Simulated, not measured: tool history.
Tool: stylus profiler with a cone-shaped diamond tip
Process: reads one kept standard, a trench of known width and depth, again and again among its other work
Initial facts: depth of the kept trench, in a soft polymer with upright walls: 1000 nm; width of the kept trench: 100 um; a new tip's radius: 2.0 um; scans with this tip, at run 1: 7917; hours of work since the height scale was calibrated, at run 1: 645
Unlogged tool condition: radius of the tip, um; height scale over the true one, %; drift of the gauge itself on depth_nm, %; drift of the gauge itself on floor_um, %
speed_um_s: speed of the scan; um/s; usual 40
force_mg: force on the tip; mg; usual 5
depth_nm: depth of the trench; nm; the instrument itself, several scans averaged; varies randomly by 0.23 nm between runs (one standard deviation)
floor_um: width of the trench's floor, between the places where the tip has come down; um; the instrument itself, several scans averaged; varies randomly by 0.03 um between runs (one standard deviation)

run	hour	speed_um_s	force_mg	scans with this tip	hours of work since the height scale was calibrated	depth_nm	floor_um
1	0	40	5	7917	645	1011.32	96.44
2	29.3	40	3.85	8199	668	1009.64	96.46
3	57.8	40	3.85	8474	691	1009.81	96.46
4	98.6	40	3.85	8867	723	1008.97	96.46
5	137	150	5	9236	753	1010.9	96.33
6	161.6	40	5	9473	772	1010.88	96.48
7	184.1	40	6.85	9690	790	1013.55	96.5
8	217.1	40	2.8	10008	816	1007.46	96.47
9	252.4	40	2.8	10348	843	1007.58	96.47
10	295.2	40	2.8	10761	877	1007.43	96.46
11	333.9	40	2.8	11133	907	1007.65	96.51
12	375.5	40	5	11534	940	1011.1	96.48
13	398.8	40	5	11758	958	1011.27	96.45
14	441.1	40	2.99	12166	992	1007.93	96.41
15	474.3	80	3.33	12486	1018	1007.97	96.43
16	516.9	80	3.33	12896	1051	1008.55	96.35
17	551.7	40	2.92	13232	1078	1007.85	96.46
18	569.9	40	2.92	13407	1093	1007.25	96.45
19	602.4	158	2.92	13720	1118	1007.55	96.27
20	626.2	158	2.92	13949	1137	1007.92	96.27
21	655.8	144	2.48	14235	1160	1006.89	96.25
22	674.5	144	10.15	14415	1175	1017.99	96.38

Run 23 has not been measured yet. What should we expect?
23	707	12	10.15	14728	1200	?	?

depth_nm: 1017.63 nm
floor_um: 96.51 um
With no hidden state in the tool, this same run would have given depth_nm 1017.67 nm, floor_um 96.52 um.

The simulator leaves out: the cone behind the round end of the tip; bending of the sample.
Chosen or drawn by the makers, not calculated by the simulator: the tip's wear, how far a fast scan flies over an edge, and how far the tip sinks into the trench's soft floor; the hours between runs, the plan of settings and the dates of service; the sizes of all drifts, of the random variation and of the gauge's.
